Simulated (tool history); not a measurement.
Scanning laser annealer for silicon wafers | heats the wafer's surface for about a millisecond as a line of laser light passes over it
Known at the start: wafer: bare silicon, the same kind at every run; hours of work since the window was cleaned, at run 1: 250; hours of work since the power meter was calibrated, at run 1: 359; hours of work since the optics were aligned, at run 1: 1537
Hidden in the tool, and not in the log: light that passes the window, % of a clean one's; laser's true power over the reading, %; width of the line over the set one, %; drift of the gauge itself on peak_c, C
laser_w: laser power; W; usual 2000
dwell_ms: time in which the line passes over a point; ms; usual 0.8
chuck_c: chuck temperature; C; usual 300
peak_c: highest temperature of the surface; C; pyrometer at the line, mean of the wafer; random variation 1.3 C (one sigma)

run,day,laser_w,dwell_ms,chuck_c,hours of work since the window was cleaned,hours of work since the power meter was calibrated,hours of work since the optics were aligned,peak_c
1,0,2000,0.8,300,250,359,1537,1107
2,0.396,2000,0.8,288,257,366,1545,1093
3,0.988,2000,0.8,300,268,377,1555,1105
# day 1.592: optics aligned, line set to its width
4,1.642,2000,0.8,300,276,385,1,1113
5,2.071,2000,0.8,300,283,392,9,1115
6,2.842,2000,0.8,300,297,406,22,1115
7,3.392,2000,0.8,300,307,416,32,1114
8,3.779,2000,0.632,300,314,423,39,1032
9,4.438,2000,0.632,300,326,435,51,1035
10,4.838,2000,0.632,300,333,442,58,1034
11,5.562,2000,0.632,300,346,455,71,1032
12,6.333,2000,0.632,300,359,468,85,1031
13,7.225,1869,0.632,300,375,484,100,985
14,7.608,1869,0.632,300,382,491,107,985
15,8.317,1837,0.632,284,395,504,120,956
16,9.029,2034,0.777,300,407,516,133,1114
17,9.946,2034,0.777,300,424,533,149,1116
18,10.729,2034,0.777,300,438,547,163,1110
19,11.217,2167,0.8,300,446,555,172,1176
20,12.146,1843,0.8,277,463,572,188,1019
21,12.821,2167,0.613,328,475,584,200,1106
22,13.692,2167,0.613,328,491,600,216,1109
23,14.592,2167,0.613,328,507,616,232,1108

Forecast each of these 4 alternatives for the next run:
A,15.225,2103,0.8,300,518,627,243,?
B,15.225,2000,0.8,287,518,627,243,?
C,15.225,2045,0.575,313,518,627,243,?
D,15.225,2000,0.8,300,518,627,243,?

run,peak_c
A,1149
B,1093
C,1029
D,1108
Without the tool's hidden state the same runs would have given:
run,peak_c
A,1162
B,1106
C,1040
D,1121
